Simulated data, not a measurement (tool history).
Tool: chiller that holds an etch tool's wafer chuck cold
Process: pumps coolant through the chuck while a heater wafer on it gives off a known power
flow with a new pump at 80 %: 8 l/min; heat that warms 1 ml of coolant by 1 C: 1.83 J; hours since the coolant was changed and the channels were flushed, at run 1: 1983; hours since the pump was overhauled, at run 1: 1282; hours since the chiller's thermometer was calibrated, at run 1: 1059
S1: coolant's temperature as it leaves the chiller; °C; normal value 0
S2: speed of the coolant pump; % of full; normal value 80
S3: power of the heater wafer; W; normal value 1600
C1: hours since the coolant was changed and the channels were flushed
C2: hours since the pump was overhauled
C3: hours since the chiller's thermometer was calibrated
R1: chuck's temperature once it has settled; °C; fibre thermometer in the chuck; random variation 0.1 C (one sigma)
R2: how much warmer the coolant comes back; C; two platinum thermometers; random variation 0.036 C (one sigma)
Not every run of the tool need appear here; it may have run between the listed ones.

| run | hour | S1 | S2 | S3 | C1 | C2 | C3 | R1 | R2 |
|---|---|---|---|---|---|---|---|---|---|
| 1 | 0 | 0 | 80 | 1600 | 1983 | 1282 | 1059 | 14.2 | 6.62 |
| 2 | 32.8 | 0 | 80 | 1600 | 2016 | 1315 | 1092 | 14.5 | 6.53 |
| 3 | 60.7 | -2 | 80 | 1600 | 2043 | 1342 | 1120 | 12.4 | 6.6 |
| 4 | 84.8 | -2 | 80 | 1600 | 2068 | 1366 | 1144 | 12.5 | 6.56 |
| 5 | 119.6 | -2 | 80 | 1600 | 2102 | 1401 | 1179 | 12.3 | 6.56 |
| 6 | 149.9 | -2 | 80 | 1600 | 2133 | 1432 | 1209 | 12.4 | 6.55 |
| 7 | 173.9 | 10 | 80 | 1600 | 2157 | 1456 | 1233 | 24.4 | 6.51 |
| 8 | 213.6 | 10 | 80 | 1600 | 2196 | 1495 | 1273 | 24.2 | 6.55 |
| 9 | 240.6 | 10 | 80 | 1600 | 2223 | 1522 | 1300 | 24.3 | 6.62 |
| 10 | 269 | 0 | 80 | 1600 | 2252 | 1551 | 1328 | 14.3 | 6.56 |
| 11 | 308.1 | 0 | 80 | 1705 | 2291 | 1590 | 1367 | 15.4 | 7 |
| 12 | 343 | 0 | 80 | 1600 | 2326 | 1625 | 1402 | 14.6 | 6.56 |
| 13 | 376.8 | 0 | 80 | 1600 | 2360 | 1659 | 1436 | 14.3 | 6.56 |
| 14 | 397.3 | 0 | 80 | 1600 | 2380 | 1679 | 1457 | 14.6 | 6.55 |
| 15 | 439.9 | 0 | 80 | 1600 | 2423 | 1722 | 1499 | 14.5 | 6.58 |
| 16 | 465.9 | 0 | 80 | 1600 | 2449 | 1748 | 1525 | 14.5 | 6.56 |
| 17 | 509.6 | -1 | 62 | 1490 | 2492 | 1791 | 1569 | 15.6 | 7.91 |

Forecast run 18:
| 18 | 553.8 | -3 | 79 | 1524 | 2537 | 1836 | 1613 | ? | ? |

{"run 18": {"R1": 10.9, "R2": 6.36}}
Were there no unlogged condition in the tool, this run, its random variation unchanged, would have produced R1 10.9 °C, R2 6.36 C.
